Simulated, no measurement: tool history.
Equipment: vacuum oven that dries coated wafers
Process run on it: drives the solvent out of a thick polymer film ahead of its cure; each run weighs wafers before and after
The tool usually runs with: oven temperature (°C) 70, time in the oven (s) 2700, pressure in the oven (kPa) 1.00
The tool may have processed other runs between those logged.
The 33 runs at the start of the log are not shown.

Run 34, hour 2021.0: usual settings but oven temperature (°C) 81, time in the oven (s) 1440, pressure in the oven (kPa) 3.32. Result: solvent left in the film (%) 2.35.
Run 35, hour 2068.1: usual settings but oven temperature (°C) 81, time in the oven (s) 4020, pressure in the oven (kPa) 1.83. Result: solvent left in the film (%) 0.67.
Run 36, hour 2152.3: usual settings but time in the oven (s) 4560, pressure in the oven (kPa) 0.71. Result: solvent left in the film (%) 0.69.
Run 37, hour 2219.6: usual settings but oven temperature (°C) 62, time in the oven (s) 3900, pressure in the oven (kPa) 2.50. Result: solvent left in the film (%) 3.18.
Run 38, hour 2266.1: usual settings but oven temperature (°C) 62, time in the oven (s) 3900, pressure in the oven (kPa) 2.50. Result: solvent left in the film (%) 3.22.
Run 39, hour 2309.9: usual settings but oven temperature (°C) 69, time in the oven (s) 3060. Result: solvent left in the film (%) 1.59.
Run 40, hour 2362.6: usual settings but oven temperature (°C) 69, time in the oven (s) 3060. Result: solvent left in the film (%) 1.59.
Run 41, hour 2448.8: usual settings but oven temperature (°C) 69, time in the oven (s) 3060. Result: solvent left in the film (%) 1.64.
Run 42, hour 2515.2: usual settings but oven temperature (°C) 64, time in the oven (s) 2220. Result: solvent left in the film (%) 4.07.
Run 43, hour 2578.6: usual settings but oven temperature (°C) 57, time in the oven (s) 3360, pressure in the oven (kPa) 0.86. Result: solvent left in the film (%) 4.17.
Run 44, hour 2669.1: usual settings but oven temperature (°C) 58, time in the oven (s) 4080, pressure in the oven (kPa) 0.86. Result: solvent left in the film (%) 2.98.
Run 45, hour 2705.8: usual settings but oven temperature (°C) 74, pressure in the oven (kPa) 1.60. Result: solvent left in the film (%) 1.45.

Below are 5 alternative next runs, each starting from the tool's condition after run 45. Predict each:
Run A, hour 2747.3: usual settings but oven temperature (°C) 64, time in the oven (s) 2220, pressure in the oven (kPa) 1.98. Result: solvent left in the film (%) ?.
Run B, hour 2747.3: usual settings but oven temperature (°C) 60. Result: solvent left in the film (%) ?.
Run C, hour 2747.3: usual settings but oven temperature (°C) 66, time in the oven (s) 4740, pressure in the oven (kPa) 0.51. Result: solvent left in the film (%) ?.
Run D, hour 2747.3: usual settings but oven temperature (°C) 74, time in the oven (s) 4140, pressure in the oven (kPa) 1.17. Result: solvent left in the film (%) ?.
Run E, hour 2747.3: usual settings but oven temperature (°C) 79, time in the oven (s) 2400, pressure in the oven (kPa) 3.79. Result: solvent left in the film (%) ?.

run  solvent left in the film (%)
  A                          4.66
  B                          4.32
  C                          0.95
  D                          0.79
  E                          1.79
Without the tool's hidden state the same runs would have given:
run  solvent left in the film (%)
  A                          4.26
  B                          3.87
  C                          0.65
  D                          0.58
  E                          1.58
